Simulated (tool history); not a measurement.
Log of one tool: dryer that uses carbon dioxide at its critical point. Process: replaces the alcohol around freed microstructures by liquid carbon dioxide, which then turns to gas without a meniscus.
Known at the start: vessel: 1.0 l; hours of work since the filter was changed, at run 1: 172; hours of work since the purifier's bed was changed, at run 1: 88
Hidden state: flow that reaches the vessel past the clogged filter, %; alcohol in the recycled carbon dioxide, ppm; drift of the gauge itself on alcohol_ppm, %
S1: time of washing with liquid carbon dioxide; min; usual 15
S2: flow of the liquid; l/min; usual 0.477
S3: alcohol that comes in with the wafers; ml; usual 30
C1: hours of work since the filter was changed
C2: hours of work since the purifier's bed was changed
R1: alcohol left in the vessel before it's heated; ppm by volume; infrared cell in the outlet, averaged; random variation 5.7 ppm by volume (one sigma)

{"run": 1, "hour": 0.0, "S1": 15, "S2": 0.477, "S3": 30, "C1": 172, "C2": 88, "R1": 242}
{"run": 2, "hour": 11.3, "S1": 15, "S2": 0.477, "S3": 30, "C1": 178, "C2": 94, "R1": 251}
{"run": 3, "hour": 17.7, "S1": 15, "S2": 0.77, "S3": 30, "C1": 181, "C2": 97, "R1": 23}
{"run": 4, "hour": 25.0, "S1": 15, "S2": 0.477, "S3": 50, "C1": 185, "C2": 101, "R1": 390}
{"run": 5, "hour": 31.1, "S1": 18, "S2": 0.477, "S3": 30, "C1": 188, "C2": 104, "R1": 110}
{"run": 6, "hour": 41.7, "S1": 18, "S2": 0.477, "S3": 30, "C1": 194, "C2": 110, "R1": 102}
{"run": 7, "hour": 52.7, "S1": 18, "S2": 0.477, "S3": 30, "C1": 199, "C2": 116, "R1": 103}
{"run": 8, "hour": 62.2, "S1": 18, "S2": 0.477, "S3": 30, "C1": 204, "C2": 121, "R1": 109}
{"run": 9, "hour": 73.8, "S1": 18, "S2": 0.477, "S3": 30, "C1": 211, "C2": 127, "R1": 110}
{"run": 10, "hour": 79.2, "S1": 18, "S2": 0.477, "S3": 30, "C1": 213, "C2": 130, "R1": 106}
{"run": 11, "hour": 87.0, "S1": 18, "S2": 0.477, "S3": 30, "C1": 218, "C2": 134, "R1": 105}
{"run": 12, "hour": 94.1, "S1": 10, "S2": 0.477, "S3": 30, "C1": 221, "C2": 138, "R1": 1204}
{"run": 13, "hour": 105.8, "S1": 15, "S2": 0.477, "S3": 30, "C1": 227, "C2": 144, "R1": 264}
{"run": 14, "hour": 117.2, "S1": 15, "S2": 0.477, "S3": 30, "C1": 233, "C2": 150, "R1": 266}
{"run": 15, "hour": 129.0, "S1": 15, "S2": 0.477, "S3": 30, "C1": 240, "C2": 156, "R1": 259}
{"run": 16, "hour": 137.5, "S1": 15, "S2": 0.477, "S3": 30, "C1": 244, "C2": 160, "R1": 259}
{"run": 17, "hour": 145.2, "S1": 15, "S2": 0.477, "S3": 30, "C1": 248, "C2": 164, "R1": 263}
{"run": 18, "hour": 155.9, "S1": 15, "S2": 0.477, "S3": 30, "C1": 254, "C2": 170, "R1": 269}
{"run": 19, "hour": 164.8, "S1": 15, "S2": 0.477, "S3": 30, "C1": 259, "C2": 175, "R1": 257}
{"run": 20, "hour": 169.8, "S1": 15, "S2": 0.337, "S3": 20, "C1": 261, "C2": 177, "R1": 750}
{"run": 21, "hour": 179.5, "S1": 15, "S2": 0.322, "S3": 39, "C1": 266, "C2": 183, "R1": 1639}
{"run": 22, "hour": 189.7, "S1": 11, "S2": 0.325, "S3": 61, "C1": 272, "C2": 188, "R1": 5776}
{"run": 23, "hour": 197.8, "S1": 15, "S2": 0.575, "S3": 113, "C1": 276, "C2": 192, "R1": 357}
{"run": 24, "hour": 202.6, "S1": 13, "S2": 0.444, "S3": 60, "C1": 279, "C2": 195, "R1": 1308}
{"run": 25, "hour": 210.0, "S1": 13, "S2": 0.444, "S3": 60, "C1": 282, "C2": 199, "R1": 1322}
{"run": 26, "hour": 220.2, "S1": 13, "S2": 0.444, "S3": 60, "C1": 288, "C2": 204, "R1": 1361}
{"run": 27, "hour": 228.7, "S1": 13, "S2": 0.444, "S3": 60, "C1": 292, "C2": 208, "R1": 1341}
{"run": 28, "hour": 237.9, "S1": 15, "S2": 0.367, "S3": 39, "C1": 297, "C2": 213, "R1": 1082}
{"run": 29, "hour": 243.5, "S1": 14, "S2": 0.325, "S3": 30, "C1": 300, "C2": 216, "R1": 1553}
{"run": 30, "hour": 250.9, "S1": 14, "S2": 0.81, "S3": 39, "C1": 304, "C2": 220, "R1": 44}
{"run": 31, "hour": 257.6, "S1": 15, "S2": 0.643, "S3": 31, "C1": 307, "C2": 224, "R1": 82}
{"run": 32, "hour": 263.6, "S1": 15, "S2": 0.643, "S3": 31, "C1": 311, "C2": 227, "R1": 77}
{"run": 33, "hour": 268.8, "S1": 15, "S2": 0.643, "S3": 31, "C1": 313, "C2": 230, "R1": 79}
{"run": 34, "hour": 278.0, "S1": 15, "S2": 0.643, "S3": 31, "C1": 318, "C2": 234, "R1": 83}
{"run": 35, "hour": 287.7, "S1": 20, "S2": 0.735, "S3": 31, "C1": 323, "C2": 240, "R1": 27}
{"run": 36, "hour": 293.3, "S1": 23, "S2": 0.325, "S3": 68, "C1": 326, "C2": 243, "R1": 561}
{"run": 37, "hour": 299.8, "S1": 15, "S2": 0.477, "S3": 79, "C1": 330, "C2": 246, "R1": 739}

Forecast each of these 3 alternatives for the next run:
{"run": "A", "hour": 308.5, "S1": 12, "S2": 0.477, "S3": 110, "C1": 334, "C2": 250, "R1": "?"}
{"run": "B", "hour": 308.5, "S1": 10, "S2": 0.477, "S3": 92, "C1": 334, "C2": 250, "R1": "?"}
{"run": "C", "hour": 308.5, "S1": 21, "S2": 0.477, "S3": 79, "C1": 334, "C2": 250, "R1": "?"}

run=A R1=2588
run=B R1=4008
run=C R1=152
Without the tool's hidden state the same runs would have given:
run=A R1=1800
run=B R1=2968
run=C R1=71
